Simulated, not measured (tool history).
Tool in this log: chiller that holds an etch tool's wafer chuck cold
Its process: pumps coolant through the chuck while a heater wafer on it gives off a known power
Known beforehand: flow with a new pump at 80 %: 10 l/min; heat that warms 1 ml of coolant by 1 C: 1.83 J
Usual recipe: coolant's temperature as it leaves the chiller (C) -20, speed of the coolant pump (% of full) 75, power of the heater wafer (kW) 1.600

run    hour  coolant's temperature as it leaves the chiller (C)  speed of the coolant pump (% of full)  power of the heater wafer (kW)  chuck's temperature once it has settled (C)  how much warmer the coolant comes back (C)
  1     0.0                                                 -20                                     75                           1.600                                         -7.5                                        5.64
  2   106.8                                                 -20                                     75                           1.583                                         -7.9                                        5.65
      176.2  -- chiller's thermometer calibrated
  3   196.0                                                 -20                                     75                           1.583                                         -7.9                                        5.62
  4   305.8                                                 -20                                     75                           1.600                                         -7.7                                        5.73
  5   393.7                                                 -20                                     75                           1.600                                         -7.7                                        5.71
  6   506.3                                                 -20                                     75                           1.600                                         -7.8                                        5.64
  7   572.3                                                 -20                                     75                           1.600                                         -7.8                                        5.75
  8   633.4                                                 -20                                     75                           1.600                                         -7.9                                        5.72
  9   690.1                                                 -20                                     75                           1.600                                         -7.8                                        5.67
 10   782.1                                                 -20                                     75                           1.600                                         -7.9                                        5.74
 11   831.1                                                 -20                                     75                           1.288                                        -10.2                                        4.67
 12   882.6                                                 -15                                     69                           1.282                                         -4.5                                        5.05
 13   985.4                                                 -20                                     75                           1.472                                         -8.8                                        5.33
 14  1077.2                                                 -29                                     76                           1.654                                        -16.6                                        5.87
 15  1183.9                                                 -29                                     76                           1.654                                        -16.5                                        5.85
 16  1269.8                                                 -21                                     66                           2.157                                         -3.2                                        8.87
 17  1354.6                                                 -17                                     93                           1.600                                         -6.3                                        4.68
 18  1455.0                                                 -17                                     93                           1.600                                         -6.6                                        4.71
 19  1527.9                                                 -17                                     93                           1.600                                         -6.5                                        4.71
 20  1613.3                                                 -13                                     92                           1.600                                         -2.4                                        4.78
 21  1721.6                                                 -13                                     92                           1.600                                         -2.2                                        4.78
 22  1810.0                                                 -18                                     75                           0.841                                        -11.7                                        3.25

Forecast each of these 5 alternatives for the next run:
  A  1873.1                                                 -26                                     97                           1.428                                            ?                                           ?
  B  1873.1                                                 -12                                     81                           1.437                                            ?                                           ?
  C  1873.1                                                 -23                                     63                           1.600                                            ?                                           ?
  D  1873.1                                                 -20                                     75                           0.877                                            ?                                           ?
  E  1873.1                                                 -15                                     75                           0.841                                            ?                                           ?

run  chuck's temperature once it has settled (C)  how much warmer the coolant comes back (C)
  A                                        -16.8                                        4.15
  B                                         -1.6                                        4.98
  C                                         -9.4                                        7.09
  D                                        -13.4                                        3.33
  E                                         -8.6                                        3.24
Take away the tool's hidden state, keep each run's random variation, and the runs would have read:
run  chuck's temperature once it has settled (C)  how much warmer the coolant comes back (C)
  A                                        -16.8                                        3.87
  B                                         -1.6                                        4.69
  C                                         -9.4                                        6.80
  D                                        -13.4                                        3.05
  E                                         -8.6                                        2.96

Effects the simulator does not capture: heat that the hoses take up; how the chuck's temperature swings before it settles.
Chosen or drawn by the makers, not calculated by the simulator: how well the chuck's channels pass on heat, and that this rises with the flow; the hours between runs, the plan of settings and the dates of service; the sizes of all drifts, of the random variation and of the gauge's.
